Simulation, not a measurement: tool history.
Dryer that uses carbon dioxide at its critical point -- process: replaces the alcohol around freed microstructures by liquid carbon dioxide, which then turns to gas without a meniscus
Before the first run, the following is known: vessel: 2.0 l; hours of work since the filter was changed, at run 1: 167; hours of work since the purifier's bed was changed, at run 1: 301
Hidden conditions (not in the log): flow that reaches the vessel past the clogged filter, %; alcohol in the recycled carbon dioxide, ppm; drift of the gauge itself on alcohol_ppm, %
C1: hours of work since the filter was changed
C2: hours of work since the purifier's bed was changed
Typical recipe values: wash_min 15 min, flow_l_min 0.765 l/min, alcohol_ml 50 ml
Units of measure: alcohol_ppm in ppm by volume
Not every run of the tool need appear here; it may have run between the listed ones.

{"run": 1, "hour": 0.0, "wash_min": 15, "flow_l_min": 0.765, "alcohol_ml": 50, "C1": 167, "C2": 301, "alcohol_ppm": 179}
{"run": 2, "hour": 28.3, "wash_min": 15, "flow_l_min": 0.585, "alcohol_ml": 50, "C1": 176, "C2": 310, "alcohol_ppm": 551}
{"run": 3, "hour": 62.9, "wash_min": 11, "flow_l_min": 0.765, "alcohol_ml": 50, "C1": 187, "C2": 322, "alcohol_ppm": 647}
{"run": 4, "hour": 80.9, "wash_min": 15, "flow_l_min": 0.765, "alcohol_ml": 50, "C1": 193, "C2": 327, "alcohol_ppm": 186}
{"run": 5, "hour": 113.5, "wash_min": 15, "flow_l_min": 0.765, "alcohol_ml": 50, "C1": 203, "C2": 338, "alcohol_ppm": 193}
{"run": 6, "hour": 133.6, "wash_min": 15, "flow_l_min": 0.765, "alcohol_ml": 50, "C1": 210, "C2": 344, "alcohol_ppm": 195}
{"run": 7, "hour": 166.2, "wash_min": 15, "flow_l_min": 0.765, "alcohol_ml": 50, "C1": 220, "C2": 355, "alcohol_ppm": 199}
{"hour": 191.7, "done": "inlet filter changed"}
{"run": 8, "hour": 192.1, "wash_min": 15, "flow_l_min": 0.765, "alcohol_ml": 50, "C1": 0, "C2": 363, "alcohol_ppm": 161}
{"run": 9, "hour": 208.1, "wash_min": 15, "flow_l_min": 0.765, "alcohol_ml": 50, "C1": 5, "C2": 368, "alcohol_ppm": 153}
{"run": 10, "hour": 228.0, "wash_min": 15, "flow_l_min": 0.765, "alcohol_ml": 50, "C1": 12, "C2": 374, "alcohol_ppm": 163}
{"run": 11, "hour": 255.3, "wash_min": 15, "flow_l_min": 0.765, "alcohol_ml": 50, "C1": 20, "C2": 383, "alcohol_ppm": 164}
{"run": 12, "hour": 280.9, "wash_min": 15, "flow_l_min": 0.765, "alcohol_ml": 50, "C1": 29, "C2": 391, "alcohol_ppm": 152}
{"run": 13, "hour": 303.3, "wash_min": 15, "flow_l_min": 0.791, "alcohol_ml": 50, "C1": 36, "C2": 399, "alcohol_ppm": 139}
{"run": 14, "hour": 335.2, "wash_min": 15, "flow_l_min": 0.791, "alcohol_ml": 50, "C1": 46, "C2": 409, "alcohol_ppm": 141}
{"run": 15, "hour": 355.8, "wash_min": 15, "flow_l_min": 0.765, "alcohol_ml": 50, "C1": 53, "C2": 416, "alcohol_ppm": 167}
{"run": 16, "hour": 379.7, "wash_min": 15, "flow_l_min": 0.765, "alcohol_ml": 56, "C1": 61, "C2": 423, "alcohol_ppm": 187}
{"run": 17, "hour": 416.6, "wash_min": 15, "flow_l_min": 0.765, "alcohol_ml": 50, "C1": 73, "C2": 435, "alcohol_ppm": 179}
{"run": 18, "hour": 449.2, "wash_min": 15, "flow_l_min": 0.765, "alcohol_ml": 50, "C1": 83, "C2": 446, "alcohol_ppm": 171}
{"run": 19, "hour": 477.8, "wash_min": 15, "flow_l_min": 0.765, "alcohol_ml": 50, "C1": 92, "C2": 455, "alcohol_ppm": 184}
{"run": 20, "hour": 508.6, "wash_min": 15, "flow_l_min": 0.765, "alcohol_ml": 90, "C1": 102, "C2": 465, "alcohol_ppm": 301}
{"run": 21, "hour": 527.3, "wash_min": 15, "flow_l_min": 0.765, "alcohol_ml": 90, "C1": 108, "C2": 471, "alcohol_ppm": 310}
{"run": 22, "hour": 565.1, "wash_min": 15, "flow_l_min": 0.765, "alcohol_ml": 90, "C1": 120, "C2": 483, "alcohol_ppm": 298}
{"run": 23, "hour": 587.3, "wash_min": 11, "flow_l_min": 0.476, "alcohol_ml": 50, "C1": 128, "C2": 490, "alcohol_ppm": 2533}
{"run": 24, "hour": 609.9, "wash_min": 11, "flow_l_min": 0.472, "alcohol_ml": 26, "C1": 135, "C2": 498, "alcohol_ppm": 1346}
{"run": 25, "hour": 629.8, "wash_min": 15, "flow_l_min": 0.666, "alcohol_ml": 50, "C1": 141, "C2": 504, "alcohol_ppm": 336}
{"run": 26, "hour": 650.4, "wash_min": 17, "flow_l_min": 0.613, "alcohol_ml": 50, "C1": 148, "C2": 511, "alcohol_ppm": 290}
{"run": 27, "hour": 678.7, "wash_min": 17, "flow_l_min": 0.613, "alcohol_ml": 50, "C1": 157, "C2": 520, "alcohol_ppm": 300}
{"run": 28, "hour": 701.8, "wash_min": 17, "flow_l_min": 0.778, "alcohol_ml": 50, "C1": 164, "C2": 527, "alcohol_ppm": 112}
{"run": 29, "hour": 719.7, "wash_min": 13, "flow_l_min": 0.765, "alcohol_ml": 50, "C1": 170, "C2": 533, "alcohol_ppm": 368}
{"run": 30, "hour": 752.6, "wash_min": 15, "flow_l_min": 0.765, "alcohol_ml": 92, "C1": 181, "C2": 544, "alcohol_ppm": 348}
{"run": 31, "hour": 789.8, "wash_min": 12, "flow_l_min": 0.765, "alcohol_ml": 25, "C1": 193, "C2": 556, "alcohol_ppm": 270}
{"run": 32, "hour": 811.8, "wash_min": 12, "flow_l_min": 0.765, "alcohol_ml": 25, "C1": 200, "C2": 563, "alcohol_ppm": 272}
{"run": 33, "hour": 831.2, "wash_min": 23, "flow_l_min": 0.814, "alcohol_ml": 81, "C1": 206, "C2": 569, "alcohol_ppm": 49}
{"run": 34, "hour": 867.0, "wash_min": 23, "flow_l_min": 0.814, "alcohol_ml": 81, "C1": 218, "C2": 580, "alcohol_ppm": 58}
{"run": 35, "hour": 899.3, "wash_min": 23, "flow_l_min": 0.491, "alcohol_ml": 50, "C1": 228, "C2": 591, "alcohol_ppm": 237}
{"hour": 902.9, "done": "inlet filter changed"}
{"run": 36, "hour": 927.2, "wash_min": 23, "flow_l_min": 0.79, "alcohol_ml": 42, "C1": 8, "C2": 599, "alcohol_ppm": 52}
{"run": 37, "hour": 956.5, "wash_min": 22, "flow_l_min": 0.545, "alcohol_ml": 114, "C1": 17, "C2": 609, "alcohol_ppm": 269}
{"run": 38, "hour": 980.4, "wash_min": 22, "flow_l_min": 0.545, "alcohol_ml": 114, "C1": 25, "C2": 617, "alcohol_ppm": 290}
{"run": 39, "hour": 1008.5, "wash_min": 22, "flow_l_min": 0.545, "alcohol_ml": 114, "C1": 34, "C2": 626, "alcohol_ppm": 286}

Some steps in alcohol_ppm, run to run, broken into two amounts with sign: the step expected even without the hidden condition (settings, incoming material, random variation), and the rest, left for the hidden condition together with whatever gauge scatter is not in both the measured and the hidden-condition-free result:
Run 3 -> 4: wash_min 11 -> 15. alcohol_ppm -461 ppm by volume: hidden state -70, all else -391.
Run 22 -> 23: wash_min 15 -> 11, flow_l_min 0.765 -> 0.476, alcohol_ml 90 -> 50. alcohol_ppm +2235 ppm by volume: hidden state +177, all else +2058.
Run 23 -> 24: flow_l_min 0.476 -> 0.472, alcohol_ml 50 -> 26. alcohol_ppm -1187 ppm by volume: hidden state -101, all else -1086.
Run 24 -> 25: wash_min 11 -> 15, flow_l_min 0.472 -> 0.666, alcohol_ml 26 -> 50. alcohol_ppm -1010 ppm by volume: hidden state -69, all else -941.

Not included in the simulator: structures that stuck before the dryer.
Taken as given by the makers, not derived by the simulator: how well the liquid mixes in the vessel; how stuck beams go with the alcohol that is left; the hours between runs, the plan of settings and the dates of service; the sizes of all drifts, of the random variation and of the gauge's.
